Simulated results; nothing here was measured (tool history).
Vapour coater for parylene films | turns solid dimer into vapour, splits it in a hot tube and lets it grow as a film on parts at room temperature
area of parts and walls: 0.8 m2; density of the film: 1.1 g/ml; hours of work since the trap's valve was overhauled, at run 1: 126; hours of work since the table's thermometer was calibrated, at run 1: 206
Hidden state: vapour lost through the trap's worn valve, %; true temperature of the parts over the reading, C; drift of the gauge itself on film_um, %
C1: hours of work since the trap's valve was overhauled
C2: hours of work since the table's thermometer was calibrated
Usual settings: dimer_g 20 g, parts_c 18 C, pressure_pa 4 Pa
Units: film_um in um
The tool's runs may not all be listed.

run 1 hour=0 | dimer_g=20 parts_c=18 pressure_pa=4 | C1=126 C2=206 | film_um=16.73
run 2 hour=18.1 | dimer_g=20 parts_c=18 pressure_pa=4 | C1=141 C2=222 | film_um=16.63
run 3 hour=33.5 | dimer_g=20 parts_c=18 pressure_pa=4 | C1=155 C2=235 | film_um=16.71
run 4 hour=45.7 | dimer_g=20 parts_c=18 pressure_pa=4 | C1=165 C2=246 | film_um=16.36
run 5 hour=64.3 | dimer_g=9 parts_c=18 pressure_pa=4 | C1=181 C2=261 | film_um=7.48
run 6 hour=79.1 | dimer_g=9 parts_c=18 pressure_pa=4 | C1=194 C2=274 | film_um=7.37
run 7 hour=92.6 | dimer_g=9 parts_c=18 pressure_pa=4 | C1=205 C2=286 | film_um=7.47
run 8 hour=105.7 | dimer_g=9 parts_c=18 pressure_pa=4 | C1=216 C2=297 | film_um=7.36
run 9 hour=122.1 | dimer_g=9 parts_c=18 pressure_pa=4 | C1=230 C2=311 | film_um=7.3
run 10 hour=134.1 | dimer_g=9 parts_c=18 pressure_pa=4 | C1=241 C2=321 | film_um=7.27
run 11 hour=148.8 | dimer_g=20 parts_c=18 pressure_pa=4 | C1=253 C2=334 | film_um=16.19
run 12 hour=157.3 | dimer_g=20 parts_c=18 pressure_pa=4 | C1=260 C2=341 | film_um=16.46
run 13 hour=169 | dimer_g=20 parts_c=18 pressure_pa=4 | C1=270 C2=351 | film_um=16.11
-- hour=178.4 trap's valve overhauled
run 14 hour=189 | dimer_g=20 parts_c=20 pressure_pa=4 | C1=9 C2=365 | film_um=15.75
run 15 hour=203.6 | dimer_g=20 parts_c=18 pressure_pa=4 | C1=22 C2=377 | film_um=17.25
run 16 hour=213.9 | dimer_g=20 parts_c=18 pressure_pa=4 | C1=30 C2=386 | film_um=16.92
run 17 hour=232.1 | dimer_g=20 parts_c=18 pressure_pa=4 | C1=46 C2=401 | film_um=17
run 18 hour=243.7 | dimer_g=20 parts_c=18 pressure_pa=4 | C1=56 C2=411 | film_um=17.11
run 19 hour=253.2 | dimer_g=20 parts_c=18 pressure_pa=4 | C1=64 C2=419 | film_um=16.77
run 20 hour=267.5 | dimer_g=29 parts_c=12 pressure_pa=4 | C1=76 C2=432 | film_um=31.76
run 21 hour=276.3 | dimer_g=28 parts_c=15 pressure_pa=4.79 | C1=84 C2=439 | film_um=26.64
run 22 hour=289.5 | dimer_g=9 parts_c=16 pressure_pa=10.4 | C1=95 C2=450 | film_um=7.63
run 23 hour=305.9 | dimer_g=17 parts_c=18 pressure_pa=4 | C1=109 C2=464 | film_um=14.25
run 24 hour=321.4 | dimer_g=20 parts_c=18 pressure_pa=2.09 | C1=122 C2=478 | film_um=17.61
run 25 hour=339.5 | dimer_g=24 parts_c=29 pressure_pa=2.2 | C1=138 C2=493 | film_um=12.74
run 26 hour=350.3 | dimer_g=22 parts_c=27 pressure_pa=6.11 | C1=147 C2=502 | film_um=12.14
run 27 hour=361.7 | dimer_g=22 parts_c=27 pressure_pa=6.11 | C1=157 C2=512 | film_um=11.94
run 28 hour=378.1 | dimer_g=33 parts_c=16 pressure_pa=6.11 | C1=171 C2=526 | film_um=29.25
run 29 hour=396.5 | dimer_g=10 parts_c=18 pressure_pa=4.99 | C1=186 C2=542 | film_um=8.11
run 30 hour=404.3 | dimer_g=8 parts_c=24 pressure_pa=6.32 | C1=193 C2=549 | film_um=4.96
run 31 hour=420.2 | dimer_g=19 parts_c=24 pressure_pa=6.32 | C1=207 C2=562 | film_um=11.73
run 32 hour=435.4 | dimer_g=20 parts_c=18 pressure_pa=4.47 | C1=220 C2=575 | film_um=16.36
run 33 hour=450.3 | dimer_g=20 parts_c=18 pressure_pa=4.47 | C1=232 C2=588 | film_um=16.52
run 34 hour=466.1 | dimer_g=20 parts_c=16 pressure_pa=3.4 | C1=246 C2=601 | film_um=18.25
run 35 hour=477.7 | dimer_g=32 parts_c=23 pressure_pa=9.44 | C1=256 C2=611 | film_um=19.76
run 36 hour=488 | dimer_g=19 parts_c=18 pressure_pa=3.86 | C1=265 C2=620 | film_um=15.5
-- hour=504.2 trap's valve overhauled
run 37 hour=507.9 | dimer_g=19 parts_c=18 pressure_pa=3.86 | C1=3 C2=634 | film_um=16.42

Hidden state or all else? Some run-to-run changes of film_um, split into what the settings, what came in and random variation would give without the hidden state, and what is left for the hidden state (with any gauge scatter that isn't in both results):
Run 13 -> 14: parts_c 18 -> 20, trap's valve overhauled. film_um -0.36 um: hidden state +1.18, all else -1.54.
Run 21 -> 22: dimer_g 28 -> 9, parts_c 15 -> 16, pressure_pa 4.79 -> 10.4. film_um -19.01 um: hidden state +0.38, all else -19.39.
Run 27 -> 28: dimer_g 22 -> 33, parts_c 27 -> 16. film_um +17.31 um: hidden state -0.81, all else +18.12.
Run 28 -> 29: dimer_g 33 -> 10, parts_c 16 -> 18, pressure_pa 6.11 -> 4.99. film_um -21.14 um: hidden state +0.89, all else -22.03.
Run 36 -> 37: trap's valve overhauled. film_um +0.92 um: hidden state +1.02, all else -0.1.

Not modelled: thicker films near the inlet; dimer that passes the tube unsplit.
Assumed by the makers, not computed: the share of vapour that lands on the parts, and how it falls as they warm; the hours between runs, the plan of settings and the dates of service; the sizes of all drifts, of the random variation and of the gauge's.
